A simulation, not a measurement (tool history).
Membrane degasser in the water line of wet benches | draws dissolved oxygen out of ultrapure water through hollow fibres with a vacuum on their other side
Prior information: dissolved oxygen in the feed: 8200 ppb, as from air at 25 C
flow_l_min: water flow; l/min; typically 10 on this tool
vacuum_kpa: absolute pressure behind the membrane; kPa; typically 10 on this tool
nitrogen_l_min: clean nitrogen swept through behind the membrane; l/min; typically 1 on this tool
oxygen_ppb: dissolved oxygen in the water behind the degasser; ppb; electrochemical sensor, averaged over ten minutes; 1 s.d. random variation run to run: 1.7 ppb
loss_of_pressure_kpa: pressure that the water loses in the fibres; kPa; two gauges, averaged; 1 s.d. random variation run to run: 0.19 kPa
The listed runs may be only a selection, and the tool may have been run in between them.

run	hour	flow_l_min	vacuum_kpa	nitrogen_l_min	oxygen_ppb	loss_of_pressure_kpa
1	0	10	10	1	176.6	38.66
2	36.6	10	10	1	171.1	38.76
3	76.4	10	10	1	173.9	38.74
4	124.7	10	10	1	175.1	38.8
5	175.3	10	10	1	177.5	38.71
6	225.2	10	10	1	175.1	38.7
# hour 266.9: vacuum gauge calibrated
7	272.5	10	10	1	172.9	38.53
8	302.6	10	10	1	176.2	39.09
9	353.5	10	10	1	175.2	38.52
10	392.9	10	10	1	177.7	38.64
11	417.8	10	10	0.42	359.2	38.32
12	446.6	10	10	0.42	353.2	38.82
13	489	10	6.3	0.42	169.8	38.8
14	530.3	15	6.3	0.42	267.4	58.24
15	571.9	15	6.3	0.42	267.2	58.53
16	615.8	15	6.3	0.42	266.2	58.57
17	663.6	15	6.3	0.42	270.1	58.35
18	709.9	15	6.3	0.42	266.5	58.47

The next listed run, before its measurement:
19	754.8	15	11.6	0.44	?	?

{"run 19": {"oxygen_ppb": 602.9, "loss_of_pressure_kpa": 58.33}}
With no hidden state in the tool, this same run would have given oxygen_ppb 597.8 ppb, loss_of_pressure_kpa 58.04 kPa.
